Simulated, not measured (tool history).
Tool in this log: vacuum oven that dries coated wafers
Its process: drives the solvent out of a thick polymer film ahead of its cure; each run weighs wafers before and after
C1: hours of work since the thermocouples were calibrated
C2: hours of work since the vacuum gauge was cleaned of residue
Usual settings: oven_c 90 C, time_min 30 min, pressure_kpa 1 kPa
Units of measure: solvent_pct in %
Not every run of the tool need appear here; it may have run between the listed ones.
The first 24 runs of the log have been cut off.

run 25 hour=1255.4 | oven_c=90 time_min=21 pressure_kpa=0.61 | C1=712 C2=2046 | solvent_pct=3.02
run 26 hour=1291.6 | oven_c=90 time_min=29 pressure_kpa=0.61 | C1=735 C2=2068 | solvent_pct=2.06
run 27 hour=1355.1 | oven_c=90 time_min=29 pressure_kpa=0.61 | C1=774 C2=2108 | solvent_pct=2.08
run 28 hour=1396.7 | oven_c=90 time_min=29 pressure_kpa=0.61 | C1=800 C2=2134 | solvent_pct=2.23
run 29 hour=1443.2 | oven_c=81 time_min=30 pressure_kpa=3.76 | C1=829 C2=2163 | solvent_pct=8.59
-- hour=1478.9 oven's thermocouples calibrated
run 30 hour=1478.9 | oven_c=97 time_min=43 pressure_kpa=1 | C1=0 C2=2184 | solvent_pct=1.43
run 31 hour=1527.8 | oven_c=102 time_min=28 pressure_kpa=1 | C1=30 C2=2214 | solvent_pct=1.32
run 32 hour=1566.7 | oven_c=89 time_min=26 pressure_kpa=3.91 | C1=55 C2=2238 | solvent_pct=5.94
run 33 hour=1614.7 | oven_c=90 time_min=18 pressure_kpa=2.44 | C1=84 C2=2268 | solvent_pct=5.16
run 34 hour=1653.3 | oven_c=102 time_min=24 pressure_kpa=3.27 | C1=109 C2=2292 | solvent_pct=2.92
run 35 hour=1685.9 | oven_c=102 time_min=24 pressure_kpa=3.27 | C1=129 C2=2313 | solvent_pct=3.07
run 36 hour=1736.6 | oven_c=104 time_min=49 pressure_kpa=1.54 | C1=160 C2=2344 | solvent_pct=1.53
run 37 hour=1790.3 | oven_c=94 time_min=27 pressure_kpa=0.87 | C1=194 C2=2378 | solvent_pct=1.97
run 38 hour=1837.3 | oven_c=79 time_min=23 pressure_kpa=0.53 | C1=223 C2=2407 | solvent_pct=5.22
run 39 hour=1887.2 | oven_c=79 time_min=23 pressure_kpa=0.53 | C1=254 C2=2438 | solvent_pct=5.33
run 40 hour=1924 | oven_c=79 time_min=19 pressure_kpa=0.9 | C1=277 C2=2461 | solvent_pct=6.83
run 41 hour=1983.8 | oven_c=79 time_min=51 pressure_kpa=1.63 | C1=314 C2=2498 | solvent_pct=4.62
run 42 hour=2026.3 | oven_c=102 time_min=30 pressure_kpa=1.55 | C1=341 C2=2524 | solvent_pct=1.6
run 43 hour=2092.9 | oven_c=102 time_min=21 pressure_kpa=3.41 | C1=382 C2=2566 | solvent_pct=3.25
run 44 hour=2149.1 | oven_c=102 time_min=21 pressure_kpa=3.41 | C1=417 C2=2601 | solvent_pct=3.26
run 45 hour=2210.3 | oven_c=102 time_min=26 pressure_kpa=0.9 | C1=455 C2=2639 | solvent_pct=1.25
run 46 hour=2276.5 | oven_c=105 time_min=39 pressure_kpa=1.98 | C1=496 C2=2680 | solvent_pct=1.82

Predict each of these 4 candidate next runs independently; none follows another, all start after run 46:
run A hour=2341.8 | oven_c=97 time_min=39 pressure_kpa=1.54 | C1=537 C2=2721 | solvent_pct=?
run B hour=2341.8 | oven_c=92 time_min=15 pressure_kpa=2.99 | C1=537 C2=2721 | solvent_pct=?
run C hour=2341.8 | oven_c=105 time_min=16 pressure_kpa=1.98 | C1=537 C2=2721 | solvent_pct=?
run D hour=2341.8 | oven_c=105 time_min=39 pressure_kpa=1.27 | C1=537 C2=2721 | solvent_pct=?

run=A solvent_pct=2.07
run=B solvent_pct=5.92
run=C solvent_pct=2.32
run=D solvent_pct=1.33
Had the tool no hidden state, the same runs would have come out as:
run=A solvent_pct=1.3
run=B solvent_pct=5.07
run=C solvent_pct=1.74
run=D solvent_pct=0.76

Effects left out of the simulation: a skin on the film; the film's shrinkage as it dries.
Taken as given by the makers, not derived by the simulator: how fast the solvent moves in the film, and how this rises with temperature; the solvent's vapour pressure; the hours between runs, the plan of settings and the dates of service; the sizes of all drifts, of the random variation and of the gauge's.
